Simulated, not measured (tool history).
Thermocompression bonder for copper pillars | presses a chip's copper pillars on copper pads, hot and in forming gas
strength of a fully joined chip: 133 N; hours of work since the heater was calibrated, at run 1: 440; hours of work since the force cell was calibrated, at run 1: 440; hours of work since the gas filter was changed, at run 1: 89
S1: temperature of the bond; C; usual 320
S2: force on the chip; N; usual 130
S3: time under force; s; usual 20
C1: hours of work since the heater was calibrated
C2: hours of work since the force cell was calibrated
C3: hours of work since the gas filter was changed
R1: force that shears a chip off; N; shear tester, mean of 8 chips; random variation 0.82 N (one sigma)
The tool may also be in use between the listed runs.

run,hour,S1,S2,S3,C1,C2,C3,R1
1,0,320,130,20,440,440,89,95
2,18.6,320,130,20,452,452,100,96.2
3,40.6,320,130,20,466,466,114,96.9
4,64.3,298,130,20,480,480,128,83
5,88.5,298,130,20,495,495,143,84.3
6,110.5,298,130,20,509,509,157,82.9
7,130.5,298,130,20,521,521,169,84.1
8,144.4,320,130,20,530,530,178,95.2
9,166.4,342,104,58,543,543,191,116.4
10,178.8,326,128,17,551,551,199,95.3
11,190.9,326,128,17,558,558,207,94.2
12,210.9,326,128,17,571,571,219,93.3
# hour 216.9: forming gas filter changed
13,224.5,324,156,24,579,579,5,110
14,247,342,101,43,593,593,19,110.7
15,261.9,342,101,43,602,602,28,109

5 ways to go on from here, each from the tool as it stands after run 15. What would each give?
A,275.3,342,101,51,610,610,36,?
B,275.3,342,159,21,610,610,36,?
C,275.3,323,123,59,610,610,36,?
D,275.3,342,101,18,610,610,36,?
E,275.3,320,88,12,610,610,36,?

run,R1
A,112.7
B,116.3
C,116.1
D,90.3
E,61.3
Without the tool's hidden state the same runs would have given:
run,R1
A,112.7
B,116.3
C,116.1
D,90.3
E,61.3
